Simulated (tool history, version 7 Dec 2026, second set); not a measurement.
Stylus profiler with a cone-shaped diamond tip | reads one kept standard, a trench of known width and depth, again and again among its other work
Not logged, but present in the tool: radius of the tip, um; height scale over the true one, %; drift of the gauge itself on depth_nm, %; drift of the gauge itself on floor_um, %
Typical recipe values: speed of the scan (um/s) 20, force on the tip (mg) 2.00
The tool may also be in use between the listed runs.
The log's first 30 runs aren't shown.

run    hour  speed of the scan (um/s)  force on the tip (mg)  scans with this tip  hours of work since the height scale was calibrated  depth of the trench (nm)  width of the trench's floor (um)
 31  2250.9                        56                   3.05                 3081                                                  257                    201.60                             47.70
 32  2346.2                        15                   2.15                 3775                                                  315                    201.34                             47.92
 33  2388.6                        15                   2.15                 4084                                                  341                    201.32                             47.93
 34  2479.3                         8                   1.12                 4744                                                  396                    200.77                             47.97
 35  2573.2                         6                   0.94                 5428                                                  453                    200.81                             48.02
 36  2657.5                         6                   0.94                 6041                                                  505                    200.71                             47.98
 37  2710.0                        15                   2.34                 6424                                                  537                    201.33                             47.94
 38  2783.2                        15                   2.34                 6957                                                  581                    201.37                             48.00
 39  2855.2                        34                   5.72                 7481                                                  625                    202.37                             47.90
 40  2943.7                        22                   5.72                 8125                                                  679                    202.41                             47.93
 41  2999.6                        13                   1.02                 8532                                                  713                    200.81                             47.97
 42  3058.5                        64                   2.57                 8961                                                  749                    201.43                             47.71
 43  3100.5                        13                   1.18                 9267                                                  774                    200.84                             47.91
 44  3178.1                        13                   1.18                 9832                                                  821                    200.83                             47.89
 45  3241.0                        13                   1.18                10289                                                  859                    200.85                             47.91
 46  3287.0                        13                   1.18                10624                                                  887                    200.86                             47.92

Forecast each of these 4 alternatives for the next run:
  A  3370.2                        20                   3.62                11231                                                  938                         ?                                 ?
  B  3370.2                        11                   1.04                11231                                                  938                         ?                                 ?
  C  3370.2                        40                   2.00                11231                                                  938                         ?                                 ?
  D  3370.2                        20                   0.67                11231                                                  938                         ?                                 ?

run  depth of the trench (nm)  width of the trench's floor (um)
  A                    201.78                             47.91
  B                    200.74                             47.92
  C                    201.13                             47.76
  D                    200.54                             47.79
The same runs, with their run-to-run variation unchanged, on a tool lacking any hidden condition would have given:
run  depth of the trench (nm)  width of the trench's floor (um)
  A                    201.79                             47.93
  B                    200.74                             47.94
  C                    201.14                             47.78
  D                    200.55                             47.81

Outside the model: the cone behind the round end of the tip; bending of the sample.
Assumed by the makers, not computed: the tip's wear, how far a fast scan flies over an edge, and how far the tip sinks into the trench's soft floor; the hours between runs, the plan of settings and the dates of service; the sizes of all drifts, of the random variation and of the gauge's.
